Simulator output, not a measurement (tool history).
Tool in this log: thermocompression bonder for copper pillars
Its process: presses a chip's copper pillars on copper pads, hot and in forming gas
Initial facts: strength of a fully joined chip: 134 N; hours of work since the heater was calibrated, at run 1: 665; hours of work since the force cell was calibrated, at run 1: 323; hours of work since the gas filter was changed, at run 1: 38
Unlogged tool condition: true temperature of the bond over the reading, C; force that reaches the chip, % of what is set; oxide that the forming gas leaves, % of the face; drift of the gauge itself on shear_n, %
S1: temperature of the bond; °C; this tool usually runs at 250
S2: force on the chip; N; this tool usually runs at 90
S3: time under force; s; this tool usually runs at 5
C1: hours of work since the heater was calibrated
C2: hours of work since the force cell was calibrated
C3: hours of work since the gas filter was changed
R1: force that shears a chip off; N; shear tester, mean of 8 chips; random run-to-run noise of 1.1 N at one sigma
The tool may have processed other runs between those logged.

run 1 hour=0 | S1=250 S2=90 S3=5 | C1=665 C2=323 C3=38 | R1=91.8
run 2 hour=60.5 | S1=250 S2=76 S3=5 | C1=707 C2=365 C3=81 | R1=87.4
run 3 hour=92.4 | S1=259 S2=90 S3=5 | C1=729 C2=388 C3=103 | R1=98.2
-- hour=104.9 forming gas filter changed
run 4 hour=122.5 | S1=250 S2=90 S3=9 | C1=750 C2=408 C3=12 | R1=107.4
run 5 hour=159.4 | S1=250 S2=90 S3=9 | C1=776 C2=434 C3=38 | R1=106.1
run 6 hour=208.4 | S1=250 S2=90 S3=9 | C1=810 C2=468 C3=72 | R1=105.5
run 7 hour=257.1 | S1=250 S2=90 S3=9 | C1=844 C2=503 C3=107 | R1=105.5
-- hour=263.2 forming gas filter changed
run 8 hour=325.1 | S1=244 S2=85 S3=5 | C1=892 C2=550 C3=43 | R1=86.7
run 9 hour=374 | S1=250 S2=100 S3=5 | C1=926 C2=584 C3=78 | R1=96.1
-- hour=418.2 forming gas filter changed
run 10 hour=445.8 | S1=255 S2=90 S3=3 | C1=976 C2=634 C3=19 | R1=82.5

Forecast each of these 3 alternatives for the next run:
run A hour=496.9 | S1=231 S2=128 S3=12 | C1=1011 C2=670 C3=55 | R1=?
run B hour=496.9 | S1=252 S2=90 S3=11 | C1=1011 C2=670 C3=55 | R1=?
run C hour=496.9 | S1=255 S2=61 S3=3 | C1=1011 C2=670 C3=55 | R1=?

run=A R1=112.2
run=B R1=112.2
run=C R1=69.6
Had the tool no hidden state, the same runs would have come out as:
run=A R1=113
run=B R1=113
run=C R1=70.3

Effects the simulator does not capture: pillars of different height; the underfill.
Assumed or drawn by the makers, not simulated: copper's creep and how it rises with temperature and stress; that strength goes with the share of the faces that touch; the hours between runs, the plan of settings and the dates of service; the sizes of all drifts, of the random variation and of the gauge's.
